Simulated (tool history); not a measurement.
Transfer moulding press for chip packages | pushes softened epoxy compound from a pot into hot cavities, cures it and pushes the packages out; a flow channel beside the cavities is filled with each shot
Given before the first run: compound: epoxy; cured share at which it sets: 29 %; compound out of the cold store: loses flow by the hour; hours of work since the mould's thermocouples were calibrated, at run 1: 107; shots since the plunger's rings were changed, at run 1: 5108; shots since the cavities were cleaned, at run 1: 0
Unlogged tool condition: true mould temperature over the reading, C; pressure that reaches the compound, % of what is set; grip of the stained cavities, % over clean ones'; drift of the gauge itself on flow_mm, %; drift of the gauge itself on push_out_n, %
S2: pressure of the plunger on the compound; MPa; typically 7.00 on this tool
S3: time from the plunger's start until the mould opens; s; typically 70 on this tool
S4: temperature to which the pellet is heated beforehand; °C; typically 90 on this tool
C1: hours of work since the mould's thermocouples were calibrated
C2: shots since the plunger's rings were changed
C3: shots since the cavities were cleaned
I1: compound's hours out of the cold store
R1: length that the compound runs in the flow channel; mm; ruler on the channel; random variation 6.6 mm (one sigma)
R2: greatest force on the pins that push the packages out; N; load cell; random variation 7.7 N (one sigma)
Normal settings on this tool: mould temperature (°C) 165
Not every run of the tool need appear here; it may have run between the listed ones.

run 1 hour=0.0 | mould_temperature_(°C)=165 S2=7.00 S3=70 S4=90 | C1=107 C2=5108 C3=0 | I1=27.3 | R1=710 R2=362
run 2 hour=21.8 | mould_temperature_(°C)=165 S2=7.00 S3=70 S4=98 | C1=120 C2=5376 C3=268 | I1=12.9 | R1=741 R2=446
run 3 hour=36.4 | mould_temperature_(°C)=165 S2=7.00 S3=70 S4=98 | C1=128 C2=5554 C3=446 | I1=26.8 | R1=716 R2=469
run 4 hour=56.7 | mould_temperature_(°C)=165 S2=7.00 S3=70 S4=90 | C1=140 C2=5804 C3=696 | I1=42.9 | R1=676 R2=528
-- hour=71.9 cavities cleaned with cleaning compound and waxed
run 5 hour=85.5 | mould_temperature_(°C)=165 S2=7.00 S3=70 S4=90 | C1=155 C2=6139 C3=166 | I1=44.9 | R1=659 R2=626
-- hour=109.3 plunger's sealing rings changed
run 6 hour=110.0 | mould_temperature_(°C)=165 S2=7.00 S3=70 S4=90 | C1=168 C2=8 C3=436 | I1=39.1 | R1=726 R2=689
run 7 hour=137.9 | mould_temperature_(°C)=165 S2=7.00 S3=55 S4=90 | C1=183 C2=350 C3=778 | I1=35.1 | R1=741 R2=1195
-- hour=147.2 cavities cleaned with cleaning compound and waxed
run 8 hour=160.2 | mould_temperature_(°C)=165 S2=7.00 S3=55 S4=90 | C1=195 C2=606 C3=160 | I1=28.9 | R1=763 R2=752
run 9 hour=178.8 | mould_temperature_(°C)=165 S2=7.00 S3=55 S4=90 | C1=206 C2=834 C3=388 | I1=37.8 | R1=728 R2=900
run 10 hour=201.0 | mould_temperature_(°C)=165 S2=7.00 S3=55 S4=90 | C1=219 C2=1107 C3=661 | I1=42.9 | R1=721 R2=966
-- hour=219.4 cavities cleaned with cleaning compound and waxed
run 11 hour=220.7 | mould_temperature_(°C)=165 S2=5.43 S3=55 S4=90 | C1=229 C2=1330 C3=16 | I1=36.3 | R1=637 R2=596
run 12 hour=254.7 | mould_temperature_(°C)=165 S2=5.43 S3=55 S4=90 | C1=248 C2=1748 C3=434 | I1=43.7 | R1=621 R2=865
-- hour=270.7 cavities cleaned with cleaning compound and waxed, once more
run 13 hour=281.0 | mould_temperature_(°C)=165 S2=5.43 S3=55 S4=90 | C1=262 C2=2053 C3=126 | I1=23.2 | R1=675 R2=725
run 14 hour=301.1 | mould_temperature_(°C)=165 S2=5.43 S3=55 S4=90 | C1=274 C2=2300 C3=373 | I1=15.5 | R1=682 R2=927
run 15 hour=323.5 | mould_temperature_(°C)=173 S2=7.00 S3=70 S4=90 | C1=287 C2=2574 C3=647 | I1=28.5 | R1=714 R2=399
-- hour=343.3 cavities cleaned with cleaning compound and waxed
run 16 hour=349.9 | mould_temperature_(°C)=167 S2=7.00 S3=101 S4=90 | C1=301 C2=2880 C3=80 | I1=43.1 | R1=695 R2=284
run 17 hour=380.8 | mould_temperature_(°C)=165 S2=8.73 S3=51 S4=90 | C1=318 C2=3259 C3=459 | I1=27.4 | R1=812 R2=1105
run 18 hour=398.9 | mould_temperature_(°C)=165 S2=8.73 S3=51 S4=90 | C1=329 C2=3482 C3=682 | I1=32.9 | R1=813 R2=1238
-- hour=417.6 cavities cleaned with cleaning compound and waxed
run 19 hour=427.2 | mould_temperature_(°C)=165 S2=5.33 S3=70 S4=90 | C1=344 C2=3811 C3=119 | I1=33.6 | R1=617 R2=366
run 20 hour=453.5 | mould_temperature_(°C)=165 S2=5.33 S3=70 S4=90 | C1=359 C2=4134 C3=442 | I1=19.9 | R1=653 R2=487
-- hour=458.5 mould's thermocouples calibrated
run 21 hour=475.6 | mould_temperature_(°C)=165 S2=8.40 S3=70 S4=88 | C1=10 C2=4380 C3=688 | I1=15.7 | R1=828 R2=579
-- hour=492.6 cavities cleaned with cleaning compound and waxed
run 22 hour=492.8 | mould_temperature_(°C)=161 S2=6.46 S3=104 S4=91 | C1=19 C2=4573 C3=3 | I1=45.3 | R1=657 R2=244
run 23 hour=516.6 | mould_temperature_(°C)=167 S2=7.00 S3=70 S4=90 | C1=32 C2=4865 C3=295 | I1=24.3 | R1=710 R2=405
run 24 hour=533.1 | mould_temperature_(°C)=165 S2=7.00 S3=56 S4=86 | C1=42 C2=5068 C3=498 | I1=42.1 | R1=674 R2=884
run 25 hour=547.0 | mould_temperature_(°C)=166 S2=7.00 S3=56 S4=82 | C1=50 C2=5238 C3=668 | I1=42.0 | R1=699 R2=911
-- hour=565.3 cavities cleaned with cleaning compound and waxed
run 26 hour=580.9 | mould_temperature_(°C)=166 S2=7.00 S3=56 S4=80 | C1=68 C2=5636 C3=191 | I1=8.0 | R1=755 R2=823
run 27 hour=609.5 | mould_temperature_(°C)=166 S2=7.00 S3=56 S4=80 | C1=84 C2=5988 C3=543 | I1=20.4 | R1=715 R2=987
run 28 hour=634.8 | mould_temperature_(°C)=172 S2=7.00 S3=86 S4=90 | C1=99 C2=6299 C3=854 | I1=33.1 | R1=685 R2=406
-- hour=638.7 cavities cleaned with cleaning compound and waxed
-- hour=647.3 plunger's sealing rings changed
run 29 hour=661.2 | mould_temperature_(°C)=163 S2=7.00 S3=66 S4=90 | C1=111 C2=171 C3=246 | I1=33.5 | R1=755 R2=567

Alternative continuations, all from the tool just after run 29; predict every row:
run A hour=684.2 | mould_temperature_(°C)=160 S2=8.24 S3=64 S4=90 | C1=125 C2=453 C3=528 | I1=37.5 | R1=? R2=?
run B hour=684.2 | mould_temperature_(°C)=165 S2=6.35 S3=58 S4=90 | C1=125 C2=453 C3=528 | I1=23.4 | R1=? R2=?
run C hour=684.2 | mould_temperature_(°C)=163 S2=5.53 S3=66 S4=92 | C1=125 C2=453 C3=528 | I1=16.7 | R1=? R2=?

run=A R1=796 R2=903
run=B R1=738 R2=860
run=C R1=721 R2=698
With no hidden state in the tool, these same runs would have given:
run=A R1=802 R2=589
run=B R1=743 R2=562
run=C R1=725 R2=454
